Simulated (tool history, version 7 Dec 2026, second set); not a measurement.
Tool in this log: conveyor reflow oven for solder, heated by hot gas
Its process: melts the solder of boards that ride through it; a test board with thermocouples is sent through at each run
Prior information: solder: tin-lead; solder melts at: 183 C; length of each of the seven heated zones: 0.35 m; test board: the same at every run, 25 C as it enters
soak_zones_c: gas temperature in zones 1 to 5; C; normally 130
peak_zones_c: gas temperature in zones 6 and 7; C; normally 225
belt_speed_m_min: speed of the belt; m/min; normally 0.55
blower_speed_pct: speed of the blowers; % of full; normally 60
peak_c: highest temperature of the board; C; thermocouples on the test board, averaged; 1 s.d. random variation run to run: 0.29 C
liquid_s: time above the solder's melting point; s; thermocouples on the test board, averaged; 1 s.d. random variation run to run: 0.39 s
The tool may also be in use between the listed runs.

{"run": 1, "hour": 0.0, "soak_zones_c": 130, "peak_zones_c": 225, "belt_speed_m_min": 0.55, "blower_speed_pct": 60, "peak_c": 203.6, "liquid_s": 40.5}
{"run": 2, "hour": 34.7, "soak_zones_c": 130, "peak_zones_c": 225, "belt_speed_m_min": 0.55, "blower_speed_pct": 60, "peak_c": 203.3, "liquid_s": 39.8}
{"run": 3, "hour": 84.0, "soak_zones_c": 130, "peak_zones_c": 225, "belt_speed_m_min": 0.55, "blower_speed_pct": 60, "peak_c": 203.4, "liquid_s": 40.3}
{"run": 4, "hour": 125.5, "soak_zones_c": 130, "peak_zones_c": 225, "belt_speed_m_min": 0.55, "blower_speed_pct": 60, "peak_c": 204.2, "liquid_s": 39.4}
{"run": 5, "hour": 180.5, "soak_zones_c": 130, "peak_zones_c": 225, "belt_speed_m_min": 0.55, "blower_speed_pct": 60, "peak_c": 203.6, "liquid_s": 39.6}
{"run": 6, "hour": 220.2, "soak_zones_c": 130, "peak_zones_c": 225, "belt_speed_m_min": 0.55, "blower_speed_pct": 60, "peak_c": 203.9, "liquid_s": 39.7}
{"run": 7, "hour": 277.5, "soak_zones_c": 130, "peak_zones_c": 225, "belt_speed_m_min": 0.55, "blower_speed_pct": 60, "peak_c": 203.7, "liquid_s": 40.5}
{"run": 8, "hour": 305.2, "soak_zones_c": 130, "peak_zones_c": 225, "belt_speed_m_min": 0.504, "blower_speed_pct": 60, "peak_c": 206.1, "liquid_s": 48.1}
{"run": 9, "hour": 357.6, "soak_zones_c": 130, "peak_zones_c": 225, "belt_speed_m_min": 0.504, "blower_speed_pct": 60, "peak_c": 206.9, "liquid_s": 47.7}
{"run": 10, "hour": 409.4, "soak_zones_c": 130, "peak_zones_c": 225, "belt_speed_m_min": 0.504, "blower_speed_pct": 60, "peak_c": 206.5, "liquid_s": 49}
{"run": 11, "hour": 448.3, "soak_zones_c": 130, "peak_zones_c": 225, "belt_speed_m_min": 0.504, "blower_speed_pct": 60, "peak_c": 206.7, "liquid_s": 48.5}
{"run": 12, "hour": 473.0, "soak_zones_c": 130, "peak_zones_c": 225, "belt_speed_m_min": 0.55, "blower_speed_pct": 60, "peak_c": 203.5, "liquid_s": 39.4}
{"run": 13, "hour": 512.6, "soak_zones_c": 130, "peak_zones_c": 225, "belt_speed_m_min": 0.55, "blower_speed_pct": 60, "peak_c": 203.9, "liquid_s": 40.6}
{"run": 14, "hour": 544.9, "soak_zones_c": 130, "peak_zones_c": 225, "belt_speed_m_min": 0.55, "blower_speed_pct": 60, "peak_c": 204.3, "liquid_s": 40.1}
{"run": 15, "hour": 569.7, "soak_zones_c": 130, "peak_zones_c": 225, "belt_speed_m_min": 0.55, "blower_speed_pct": 60, "peak_c": 203.8, "liquid_s": 40}
{"run": 16, "hour": 607.0, "soak_zones_c": 130, "peak_zones_c": 225, "belt_speed_m_min": 0.534, "blower_speed_pct": 60, "peak_c": 205.1, "liquid_s": 42.7}
{"run": 17, "hour": 633.5, "soak_zones_c": 130, "peak_zones_c": 225, "belt_speed_m_min": 0.534, "blower_speed_pct": 60, "peak_c": 204.5, "liquid_s": 43.3}
{"run": 18, "hour": 661.2, "soak_zones_c": 144, "peak_zones_c": 237, "belt_speed_m_min": 0.56, "blower_speed_pct": 89, "peak_c": 221.6, "liquid_s": 62.1}
{"run": 19, "hour": 711.4, "soak_zones_c": 128, "peak_zones_c": 237, "belt_speed_m_min": 0.454, "blower_speed_pct": 85, "peak_c": 225.1, "liquid_s": 73.6}
{"run": 20, "hour": 767.2, "soak_zones_c": 123, "peak_zones_c": 237, "belt_speed_m_min": 0.454, "blower_speed_pct": 59, "peak_c": 218.9, "liquid_s": 65}
{"run": 21, "hour": 829.5, "soak_zones_c": 119, "peak_zones_c": 221, "belt_speed_m_min": 0.503, "blower_speed_pct": 62, "peak_c": 201.8, "liquid_s": 39.8}
{"run": 22, "hour": 858.7, "soak_zones_c": 130, "peak_zones_c": 225, "belt_speed_m_min": 0.487, "blower_speed_pct": 60, "peak_c": 208.1, "liquid_s": 52.1}
{"run": 23, "hour": 894.9, "soak_zones_c": 130, "peak_zones_c": 225, "belt_speed_m_min": 0.487, "blower_speed_pct": 60, "peak_c": 208.3, "liquid_s": 51.3}
{"run": 24, "hour": 938.3, "soak_zones_c": 130, "peak_zones_c": 225, "belt_speed_m_min": 0.618, "blower_speed_pct": 50, "peak_c": 195.9, "liquid_s": 24.6}
{"run": 25, "hour": 991.6, "soak_zones_c": 130, "peak_zones_c": 231, "belt_speed_m_min": 0.55, "blower_speed_pct": 60, "peak_c": 208.8, "liquid_s": 45.2}
{"run": 26, "hour": 1044.2, "soak_zones_c": 130, "peak_zones_c": 214, "belt_speed_m_min": 0.476, "blower_speed_pct": 82, "peak_c": 203.3, "liquid_s": 49.4}
{"run": 27, "hour": 1097.6, "soak_zones_c": 128, "peak_zones_c": 223, "belt_speed_m_min": 0.466, "blower_speed_pct": 51, "peak_c": 204.3, "liquid_s": 49.4}
{"run": 28, "hour": 1150.0, "soak_zones_c": 142, "peak_zones_c": 225, "belt_speed_m_min": 0.55, "blower_speed_pct": 60, "peak_c": 206, "liquid_s": 47.5}
{"run": 29, "hour": 1207.1, "soak_zones_c": 125, "peak_zones_c": 225, "belt_speed_m_min": 0.55, "blower_speed_pct": 58, "peak_c": 201.5, "liquid_s": 36.9}
{"run": 30, "hour": 1251.5, "soak_zones_c": 125, "peak_zones_c": 225, "belt_speed_m_min": 0.55, "blower_speed_pct": 58, "peak_c": 201.5, "liquid_s": 36.3}
{"run": 31, "hour": 1284.8, "soak_zones_c": 131, "peak_zones_c": 240, "belt_speed_m_min": 0.648, "blower_speed_pct": 60, "peak_c": 209.2, "liquid_s": 38.7}

The log once held 5 entries between its listed runs, left out of this copy. Where does each go, and what is different about the tool's unlogged condition between the listed run before it and the listed run after it?
Runs 3 to 4: thermocouples of zones 6 and 7 changed (hour 88.6)
  heat that the gas passes to the board, % of a clean oven's: 99.9 -> 99.8; true gas temperature in zones 6 and 7 over the reading, C: -0.1 -> 0.03
Runs 9 to 10: flux residue cleaned out of gas plates and filters (hour 393.4)
  heat that the gas passes to the board, % of a clean oven's: 99.6 -> 100
Runs 20 to 21: flux residue cleaned out of gas plates and filters (hour 803.1)
  heat that the gas passes to the board, % of a clean oven's: 99.6 -> 100; belt's true speed, % of the reading: 99.81 -> 99.8
Runs 27 to 28: thermocouples of zones 6 and 7 changed (hour 1127.9)
  heat that the gas passes to the board, % of a clean oven's: 99.7 -> 99.6; belt's true speed, % of the reading: 99.76 -> 99.75; true gas temperature in zones 6 and 7 over the reading, C: -0.07 -> -0.03
Runs 29 to 30: flux residue cleaned out of gas plates and filters (hour 1215.9)
  heat that the gas passes to the board, % of a clean oven's: 99.6 -> 99.9; belt's true speed, % of the reading: 99.75 -> 99.74
